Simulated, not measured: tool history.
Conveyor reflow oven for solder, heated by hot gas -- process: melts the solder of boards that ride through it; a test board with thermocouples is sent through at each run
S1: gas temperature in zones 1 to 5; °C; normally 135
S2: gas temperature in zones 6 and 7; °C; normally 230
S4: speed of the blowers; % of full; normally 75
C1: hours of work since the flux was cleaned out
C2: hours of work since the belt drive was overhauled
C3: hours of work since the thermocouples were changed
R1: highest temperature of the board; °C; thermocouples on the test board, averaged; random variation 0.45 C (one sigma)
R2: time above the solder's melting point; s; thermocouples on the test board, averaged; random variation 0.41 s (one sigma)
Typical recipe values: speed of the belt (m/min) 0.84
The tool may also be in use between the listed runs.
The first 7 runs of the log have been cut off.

{"run": 8, "hour": 120.4, "S1": 135, "S2": 230, "speed of the belt (m/min)": 0.84, "S4": 75, "C1": 250, "C2": 983, "C3": 762, "R1": 211.7, "R2": 28.9}
{"run": 9, "hour": 134.6, "S1": 135, "S2": 230, "speed of the belt (m/min)": 0.84, "S4": 75, "C1": 261, "C2": 994, "C3": 773, "R1": 211.9, "R2": 28.8}
{"hour": 153.8, "done": "flux residue cleaned out of gas plates and filters"}
{"run": 10, "hour": 162.0, "S1": 135, "S2": 230, "speed of the belt (m/min)": 0.84, "S4": 75, "C1": 6, "C2": 1011, "C3": 790, "R1": 211.8, "R2": 28.8}
{"run": 11, "hour": 184.8, "S1": 135, "S2": 230, "speed of the belt (m/min)": 0.84, "S4": 51, "C1": 24, "C2": 1029, "C3": 808, "R1": 200.9, "R2": 21.1}
{"run": 12, "hour": 199.6, "S1": 135, "S2": 230, "speed of the belt (m/min)": 0.84, "S4": 51, "C1": 35, "C2": 1040, "C3": 819, "R1": 201.3, "R2": 20}
{"run": 13, "hour": 211.3, "S1": 135, "S2": 231, "speed of the belt (m/min)": 0.84, "S4": 51, "C1": 44, "C2": 1049, "C3": 828, "R1": 202.3, "R2": 21}
{"run": 14, "hour": 221.4, "S1": 135, "S2": 231, "speed of the belt (m/min)": 0.84, "S4": 51, "C1": 52, "C2": 1057, "C3": 836, "R1": 202.4, "R2": 21.7}
{"run": 15, "hour": 242.3, "S1": 135, "S2": 231, "speed of the belt (m/min)": 0.84, "S4": 51, "C1": 68, "C2": 1073, "C3": 852, "R1": 202, "R2": 21}
{"run": 16, "hour": 265.3, "S1": 135, "S2": 231, "speed of the belt (m/min)": 0.84, "S4": 51, "C1": 86, "C2": 1091, "C3": 869, "R1": 202.6, "R2": 20.8}
{"run": 17, "hour": 276.7, "S1": 135, "S2": 231, "speed of the belt (m/min)": 0.84, "S4": 51, "C1": 95, "C2": 1100, "C3": 878, "R1": 201, "R2": 20.7}
{"run": 18, "hour": 288.2, "S1": 135, "S2": 223, "speed of the belt (m/min)": 0.717, "S4": 61, "C1": 104, "C2": 1109, "C3": 887, "R1": 205.8, "R2": 29.7}
{"run": 19, "hour": 306.1, "S1": 135, "S2": 227, "speed of the belt (m/min)": 0.84, "S4": 54, "C1": 117, "C2": 1122, "C3": 901, "R1": 200.5, "R2": 19.7}
{"run": 20, "hour": 319.9, "S1": 135, "S2": 227, "speed of the belt (m/min)": 0.84, "S4": 54, "C1": 128, "C2": 1133, "C3": 912, "R1": 200.6, "R2": 20}
{"run": 21, "hour": 332.3, "S1": 135, "S2": 227, "speed of the belt (m/min)": 0.84, "S4": 54, "C1": 137, "C2": 1143, "C3": 921, "R1": 200.6, "R2": 19.4}
{"run": 22, "hour": 344.9, "S1": 135, "S2": 227, "speed of the belt (m/min)": 0.84, "S4": 54, "C1": 147, "C2": 1152, "C3": 931, "R1": 199.7, "R2": 19.6}
{"run": 23, "hour": 360.4, "S1": 140, "S2": 227, "speed of the belt (m/min)": 0.84, "S4": 54, "C1": 159, "C2": 1164, "C3": 943, "R1": 201.7, "R2": 22}
{"hour": 365.6, "done": "belt drive overhauled, speed set with a stopwatch"}
{"run": 24, "hour": 384.1, "S1": 140, "S2": 227, "speed of the belt (m/min)": 0.84, "S4": 54, "C1": 174, "C2": 14, "C3": 958, "R1": 202, "R2": 22.2}
{"run": 25, "hour": 394.4, "S1": 140, "S2": 220, "speed of the belt (m/min)": 0.84, "S4": 70, "C1": 182, "C2": 22, "C3": 966, "R1": 202.2, "R2": 23.6}
{"run": 26, "hour": 412.5, "S1": 135, "S2": 230, "speed of the belt (m/min)": 0.802, "S4": 72, "C1": 196, "C2": 36, "C3": 980, "R1": 211.9, "R2": 29.7}
{"run": 27, "hour": 426.0, "S1": 135, "S2": 230, "speed of the belt (m/min)": 0.802, "S4": 72, "C1": 207, "C2": 46, "C3": 990, "R1": 211.8, "R2": 29.9}
{"run": 28, "hour": 446.2, "S1": 135, "S2": 232, "speed of the belt (m/min)": 0.831, "S4": 72, "C1": 222, "C2": 62, "C3": 1006, "R1": 212.8, "R2": 29.4}
{"run": 29, "hour": 458.7, "S1": 135, "S2": 234, "speed of the belt (m/min)": 0.831, "S4": 88, "C1": 232, "C2": 72, "C3": 1015, "R1": 219.1, "R2": 33.4}
{"run": 30, "hour": 472.7, "S1": 135, "S2": 228, "speed of the belt (m/min)": 0.985, "S4": 58, "C1": 242, "C2": 82, "C3": 1026, "R1": 196.2, "R2": 13.8}
{"run": 31, "hour": 486.0, "S1": 135, "S2": 228, "speed of the belt (m/min)": 0.985, "S4": 58, "C1": 253, "C2": 93, "C3": 1036, "R1": 196, "R2": 13.6}

4 options for the next run, each taken on its own from the tool as it stands now. Forecast them:
{"run": "A", "hour": 505.3, "S1": 135, "S2": 243, "speed of the belt (m/min)": 0.845, "S4": 87, "C1": 268, "C2": 108, "C3": 1051, "R1": "?", "R2": "?"}
{"run": "B", "hour": 505.3, "S1": 143, "S2": 241, "speed of the belt (m/min)": 0.985, "S4": 82, "C1": 268, "C2": 108, "C3": 1051, "R1": "?", "R2": "?"}
{"run": "C", "hour": 505.3, "S1": 135, "S2": 235, "speed of the belt (m/min)": 0.756, "S4": 61, "C1": 268, "C2": 108, "C3": 1051, "R1": "?", "R2": "?"}
{"run": "D", "hour": 505.3, "S1": 141, "S2": 228, "speed of the belt (m/min)": 0.985, "S4": 58, "C1": 268, "C2": 108, "C3": 1051, "R1": "?", "R2": "?"}

run=A R1=225.6 R2=34.3
run=B R1=219 R2=28.7
run=C R1=213.9 R2=33.1
run=D R1=197 R2=16.1
What these runs would have given with no unlogged condition in the tool:
run=A R1=226 R2=34.5
run=B R1=219.4 R2=28.9
run=C R1=214.3 R2=33.3
run=D R1=197.3 R2=16.4
